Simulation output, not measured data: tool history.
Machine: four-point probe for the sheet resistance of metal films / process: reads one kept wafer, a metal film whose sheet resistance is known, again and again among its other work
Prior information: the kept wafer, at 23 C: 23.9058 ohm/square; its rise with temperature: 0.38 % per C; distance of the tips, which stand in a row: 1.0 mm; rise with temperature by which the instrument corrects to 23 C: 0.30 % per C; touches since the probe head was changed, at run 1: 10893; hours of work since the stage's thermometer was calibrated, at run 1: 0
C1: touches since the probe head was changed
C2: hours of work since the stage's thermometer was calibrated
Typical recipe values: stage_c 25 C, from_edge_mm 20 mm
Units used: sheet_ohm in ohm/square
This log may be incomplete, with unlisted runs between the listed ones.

run 1 hour=0 | stage_c=25 from_edge_mm=20 | C1=10893 C2=0 | sheet_ohm=23.992972
run 2 hour=38.6 | stage_c=25 from_edge_mm=20 | C1=12276 C2=18 | sheet_ohm=23.989623
run 3 hour=83 | stage_c=25 from_edge_mm=20 | C1=13863 C2=39 | sheet_ohm=23.985389
run 4 hour=120.3 | stage_c=25 from_edge_mm=20 | C1=15199 C2=56 | sheet_ohm=23.977497
run 5 hour=178.2 | stage_c=25 from_edge_mm=20 | C1=17272 C2=84 | sheet_ohm=23.978436
run 6 hour=225.6 | stage_c=25 from_edge_mm=20 | C1=18969 C2=106 | sheet_ohm=23.969918
run 7 hour=300.2 | stage_c=19 from_edge_mm=20 | C1=21641 C2=141 | sheet_ohm=23.838111
run 8 hour=336.9 | stage_c=19 from_edge_mm=20 | C1=22955 C2=158 | sheet_ohm=23.837675
run 9 hour=395.8 | stage_c=25 from_edge_mm=6 | C1=25065 C2=186 | sheet_ohm=24.276836
run 10 hour=436.4 | stage_c=25 from_edge_mm=6 | C1=26518 C2=205 | sheet_ohm=24.283209
run 11 hour=471.8 | stage_c=25 from_edge_mm=6 | C1=27784 C2=221 | sheet_ohm=24.278476
run 12 hour=530.5 | stage_c=28 from_edge_mm=6 | C1=29886 C2=249 | sheet_ohm=24.336656
run 13 hour=607.8 | stage_c=28 from_edge_mm=6 | C1=32655 C2=285 | sheet_ohm=24.334267
run 14 hour=667.5 | stage_c=25 from_edge_mm=20 | C1=34793 C2=313 | sheet_ohm=23.941581
run 15 hour=730.9 | stage_c=25 from_edge_mm=20 | C1=37063 C2=343 | sheet_ohm=23.936679
run 16 hour=805.3 | stage_c=25 from_edge_mm=20 | C1=39728 C2=378 | sheet_ohm=23.92889
run 17 hour=868.4 | stage_c=25 from_edge_mm=20 | C1=41984 C2=407 | sheet_ohm=23.922952
run 18 hour=924.2 | stage_c=25 from_edge_mm=20 | C1=43984 C2=434 | sheet_ohm=23.925374
run 19 hour=1004 | stage_c=30 from_edge_mm=20 | C1=46840 C2=471 | sheet_ohm=24.026183
run 20 hour=1049.3 | stage_c=25 from_edge_mm=30 | C1=48461 C2=492 | sheet_ohm=23.894426
run 21 hour=1123.5 | stage_c=20 from_edge_mm=41 | C1=51120 C2=527 | sheet_ohm=23.77764
run 22 hour=1197.2 | stage_c=20 from_edge_mm=41 | C1=53758 C2=562 | sheet_ohm=23.775826
run 23 hour=1266.3 | stage_c=25 from_edge_mm=20 | C1=56231 C2=594 | sheet_ohm=23.894086
run 24 hour=1342.4 | stage_c=21 from_edge_mm=7 | C1=58956 C2=630 | sheet_ohm=24.037397
run 25 hour=1389.6 | stage_c=18 from_edge_mm=34 | C1=60645 C2=652 | sheet_ohm=23.71161
run 26 hour=1422.2 | stage_c=19 from_edge_mm=5 | C1=61813 C2=667 | sheet_ohm=24.221316
run 27 hour=1498.6 | stage_c=24 from_edge_mm=5 | C1=64549 C2=703 | sheet_ohm=24.332186
run 28 hour=1550.1 | stage_c=18 from_edge_mm=4 | C1=66392 C2=727 | sheet_ohm=24.466871
run 29 hour=1602.5 | stage_c=25 from_edge_mm=66 | C1=68270 C2=752 | sheet_ohm=23.839042
run 30 hour=1647.5 | stage_c=25 from_edge_mm=11 | C1=69881 C2=773 | sheet_ohm=23.942362
run 31 hour=1721.1 | stage_c=20 from_edge_mm=6 | C1=72516 C2=808 | sheet_ohm=24.07958
run 32 hour=1790.4 | stage_c=30 from_edge_mm=19 | C1=74996 C2=840 | sheet_ohm=23.964159
run 33 hour=1856.3 | stage_c=30 from_edge_mm=19 | C1=77355 C2=871 | sheet_ohm=23.959816
run 34 hour=1909.7 | stage_c=27 from_edge_mm=30 | C1=79270 C2=896 | sheet_ohm=23.86454
run 35 hour=1966.2 | stage_c=20 from_edge_mm=9 | C1=81292 C2=923 | sheet_ohm=23.8722
run 36 hour=2025.2 | stage_c=25 from_edge_mm=30 | C1=83404 C2=950 | sheet_ohm=23.82162
run 37 hour=2081.9 | stage_c=25 from_edge_mm=30 | C1=85434 C2=977 | sheet_ohm=23.81811

Branching from run 37: 4 alternative next runs. What would each branch give?
run A hour=2128 | stage_c=22 from_edge_mm=36 | C1=87086 C2=999 | sheet_ohm=?
run B hour=2128 | stage_c=25 from_edge_mm=41 | C1=87086 C2=999 | sheet_ohm=?
run C hour=2128 | stage_c=18 from_edge_mm=5 | C1=87086 C2=999 | sheet_ohm=?
run D hour=2128 | stage_c=20 from_edge_mm=10 | C1=87086 C2=999 | sheet_ohm=?

run=A sheet_ohm=23.746607
run=B sheet_ohm=23.815624
run=C sheet_ohm=24.148
run=D sheet_ohm=23.822953
Without the tool's unlogged condition, the same runs would have read:
run=A sheet_ohm=23.893569
run=B sheet_ohm=23.962758
run=C sheet_ohm=24.297593
run=D sheet_ohm=23.970513

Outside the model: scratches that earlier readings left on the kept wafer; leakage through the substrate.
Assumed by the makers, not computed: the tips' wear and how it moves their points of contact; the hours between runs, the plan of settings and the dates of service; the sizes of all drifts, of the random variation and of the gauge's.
